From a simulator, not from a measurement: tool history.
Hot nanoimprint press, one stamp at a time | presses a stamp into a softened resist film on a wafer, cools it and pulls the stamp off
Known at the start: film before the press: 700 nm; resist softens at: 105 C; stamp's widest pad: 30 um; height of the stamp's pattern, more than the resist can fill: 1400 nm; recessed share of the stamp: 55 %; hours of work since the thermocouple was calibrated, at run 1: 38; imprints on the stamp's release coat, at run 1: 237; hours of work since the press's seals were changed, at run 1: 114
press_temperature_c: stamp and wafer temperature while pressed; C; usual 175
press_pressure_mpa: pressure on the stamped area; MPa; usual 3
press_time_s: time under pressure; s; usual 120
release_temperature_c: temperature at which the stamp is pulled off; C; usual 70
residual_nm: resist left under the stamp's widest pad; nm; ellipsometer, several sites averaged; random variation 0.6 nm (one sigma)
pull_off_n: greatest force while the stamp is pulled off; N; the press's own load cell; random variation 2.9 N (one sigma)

run	hour	press_temperature_c	press_pressure_mpa	press_time_s	release_temperature_c	hours of work since the thermocouple was calibrated	imprints on the stamp's release coat	hours of work since the press's seals were changed	residual_nm	pull_off_n
1	0	175	3	120	70	38	237	114	266.8	135
2	18.8	175	3	120	70	46	285	122	267.2	135
3	44.4	175	2.77	120	70	57	349	132	277.5	132
4	65	175	2.77	120	70	65	401	141	278.6	137
5	81.8	175	3	120	70	72	443	148	267.7	132
6	104.4	175	3	120	70	81	500	157	268.1	140
7	118.1	175	3	120	70	87	535	163	269.2	135
8	134.8	175	3	120	70	93	577	169	268.6	136
9	156	175	3	120	70	102	630	178	268.4	133
10	178.6	175	3	120	70	111	687	187	267.3	138
11	195.5	175	3	120	70	118	730	194	268.8	130
12	221.5	175	3	120	56	129	795	205	269.3	168
13	246.3	175	3	120	74	139	857	215	268.9	129
14	270.9	175	3	69	70	149	919	225	332.8	132
15	295.5	175	3	69	70	159	981	235	335.3	135
16	312.2	175	4.32	195	70	166	1024	242	184.2	139
17	334	175	2.25	120	76	175	1078	251	310	126
18	349.9	175	2.25	120	76	181	1119	257	310	121
19	361.5	175	3	94	73	186	1148	262	297.4	130
20	383.2	186	3.76	107	73	195	1202	271	168.4	134
21	395.9	186	3.76	107	73	200	1234	276	169	129
22	421	175	2.05	120	70	210	1297	286	325.2	139
23	439.2	175	4.15	104	70	218	1343	293	245.5	133
24	455.1	175	3.81	104	70	224	1383	300	256.2	138
25	472.8	175	1.94	137	70	231	1428	307	317.9	139
26	492.6	175	1.94	137	70	239	1478	315	316.5	143
27	515.1	175	1.94	137	70	249	1534	324	319	136
28	535.7	175	1.94	137	70	257	1586	333	318.6	138
# hour 540.9: gauge calibrated
29	552.1	168	3	120	70	264	1628	340	350.6	135

Measured less the same run without the tool's hidden state. The same run-to-run variation is in both; the gauge's scatter may not be:
The hidden state here: true temperature over the reading, C; pressure that arrives at the usual setting, %; grip of the stamp's worn release coat, % over a new coat's; drift of the gauge itself on residual_nm, %; drift of the gauge itself on pull_off_n, %.
run	residual_nm
1	-0.1
2	+0.1
3	+0.5
4	+0.7
5	+0.9
6	+1.1
7	+1.4
8	+1.5
9	+1.8
10	+2.1
11	+2.2
12	+2.6
13	+2.9
14	+3.9
15	+4.4
16	+2.5
17	+4.5
18	+4.7
19	+4.7
20	+2.9
21	+3
22	+6
23	+4.8
24	+5.1
25	+6.6
26	+6.8
27	+7.1
28	+7.5
29	-0.1
pull_off_n: within 2 N of the measured result in every run.

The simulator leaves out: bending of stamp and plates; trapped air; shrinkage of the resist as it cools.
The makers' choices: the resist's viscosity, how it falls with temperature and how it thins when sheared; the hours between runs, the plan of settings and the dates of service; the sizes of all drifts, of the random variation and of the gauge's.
